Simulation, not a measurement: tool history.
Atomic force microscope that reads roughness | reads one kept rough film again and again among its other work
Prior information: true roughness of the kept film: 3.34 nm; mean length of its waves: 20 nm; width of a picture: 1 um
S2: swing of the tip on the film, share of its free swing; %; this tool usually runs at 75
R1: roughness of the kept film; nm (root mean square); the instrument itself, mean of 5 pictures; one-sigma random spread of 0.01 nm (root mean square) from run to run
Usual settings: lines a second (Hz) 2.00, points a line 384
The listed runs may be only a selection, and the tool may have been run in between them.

Run 1, hour 0.0: usual settings. Result: R1 1.544 nm (root mean square).
Run 2, hour 5.5: usual settings. Result: R1 1.497 nm (root mean square).
Run 3, hour 11.3: usual settings. Result: R1 1.454 nm (root mean square).
Run 4, hour 20.8: usual settings. Result: R1 1.386 nm (root mean square).
At hour 25.0: new tip fitted.
Run 5, hour 28.2: usual settings. Result: R1 2.174 nm (root mean square).
Run 6, hour 37.6: usual settings but points a line 274. Result: R1 1.984 nm (root mean square).
At hour 39.1: height scale calibrated on a step standard.
Run 7, hour 45.2: usual settings but lines a second (Hz) 1.92, S2 60 %, points a line 466. Result: R1 2.067 nm (root mean square).
Run 8, hour 55.2: usual settings but lines a second (Hz) 1.19, S2 64 %, points a line 783. Result: R1 1.928 nm (root mean square).
Run 9, hour 60.3: usual settings but lines a second (Hz) 1.19, S2 64 %, points a line 783. Result: R1 1.869 nm (root mean square).
Run 10, hour 71.0: usual settings but lines a second (Hz) 1.19, S2 64 %, points a line 783. Result: R1 1.761 nm (root mean square).
Run 11, hour 78.7: usual settings but lines a second (Hz) 1.19, S2 64 %, points a line 783. Result: R1 1.679 nm (root mean square).
Run 12, hour 86.3: usual settings but lines a second (Hz) 1.19, S2 64 %, points a line 783. Result: R1 1.604 nm (root mean square).

Below are 3 alternative next runs, each starting from the tool's condition after run 12. Predict each:
At hour 91.6: height scale calibrated on a step standard, once more.
Run A, hour 96.9: usual settings but points a line 288. Result: R1 ?.
At hour 91.6: height scale calibrated on a step standard, once more.
Run B, hour 96.9: usual settings but lines a second (Hz) 0.64, S2 72 %, points a line 312. Result: R1 ?.
At hour 91.6: height scale calibrated on a step standard, once more.
Run C, hour 96.9: usual settings but lines a second (Hz) 1.12, S2 86 %, points a line 284. Result: R1 ?.

run     R1
  A  1.404
  B  1.481
  C  1.411
Without the tool's unlogged condition, the same runs would have read:
run     R1
  A  2.262
  B  2.385
  C  2.271
